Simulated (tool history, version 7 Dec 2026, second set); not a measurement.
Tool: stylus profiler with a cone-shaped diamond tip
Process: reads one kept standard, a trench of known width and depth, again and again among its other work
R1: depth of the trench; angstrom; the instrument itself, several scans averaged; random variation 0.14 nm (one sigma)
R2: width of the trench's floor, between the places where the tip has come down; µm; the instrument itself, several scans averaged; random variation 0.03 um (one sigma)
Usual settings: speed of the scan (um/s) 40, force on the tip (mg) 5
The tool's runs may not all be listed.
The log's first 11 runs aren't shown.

Run 12, day 29.642: usual settings but speed of the scan (um/s) 18. Result: R1 5095.2 angstrom, R2 16.96 µm.
Run 13, day 33.925: usual settings but speed of the scan (um/s) 18. Result: R1 5097.6 angstrom, R2 16.92 µm.
At day 34.283: height scale calibrated on a step standard.
Run 14, day 36.729: usual settings but speed of the scan (um/s) 18. Result: R1 5106.8 angstrom, R2 16.9 µm.
Run 15, day 40.167: usual settings but force on the tip (mg) 3.31. Result: R1 5088 angstrom, R2 16.84 µm.
Run 16, day 43.183: usual settings but force on the tip (mg) 3.31. Result: R1 5091.6 angstrom, R2 16.76 µm.
At day 45.717: height scale calibrated on a step standard, once more.
Run 17, day 47.533: usual settings but force on the tip (mg) 3.31. Result: R1 5066.9 angstrom, R2 16.78 µm.
Run 18, day 50.392: usual settings but force on the tip (mg) 3.31. Result: R1 5066.3 angstrom, R2 16.73 µm.
Run 19, day 54.679: usual settings but force on the tip (mg) 3.31. Result: R1 5069.3 angstrom, R2 16.73 µm.
Run 20, day 58.125: usual settings but force on the tip (mg) 3.31. Result: R1 5071.4 angstrom, R2 16.77 µm.
Run 21, day 61.25: usual settings but force on the tip (mg) 3.31. Result: R1 5067.6 angstrom, R2 16.78 µm.
Run 22, day 64.412: usual settings but force on the tip (mg) 3.31. Result: R1 5070 angstrom, R2 16.74 µm.
Run 23, day 66.846: usual settings but force on the tip (mg) 3.31. Result: R1 5072.7 angstrom, R2 16.7 µm.
Run 24, day 70.638: usual settings but speed of the scan (um/s) 13, force on the tip (mg) 8.27. Result: R1 5127.6 angstrom, R2 16.84 µm.
Run 25, day 72.588: usual settings but speed of the scan (um/s) 65, force on the tip (mg) 8.27. Result: R1 5128.6 angstrom, R2 16.69 µm.
Run 26, day 76.654: usual settings but speed of the scan (um/s) 48, force on the tip (mg) 1.86. Result: R1 5056.7 angstrom, R2 16.59 µm.

Run 27 comes next. What will it give?
Run 27, day 79.667: usual settings but speed of the scan (um/s) 48, force on the tip (mg) 1.86. Result: R1 ?, R2 ?.

{"run 27": {"R1": 5057.8, "R2": 16.56}}
Without the tool's hidden state the same run would have given R1 5042.5 angstrom, R2 17.1 µm.

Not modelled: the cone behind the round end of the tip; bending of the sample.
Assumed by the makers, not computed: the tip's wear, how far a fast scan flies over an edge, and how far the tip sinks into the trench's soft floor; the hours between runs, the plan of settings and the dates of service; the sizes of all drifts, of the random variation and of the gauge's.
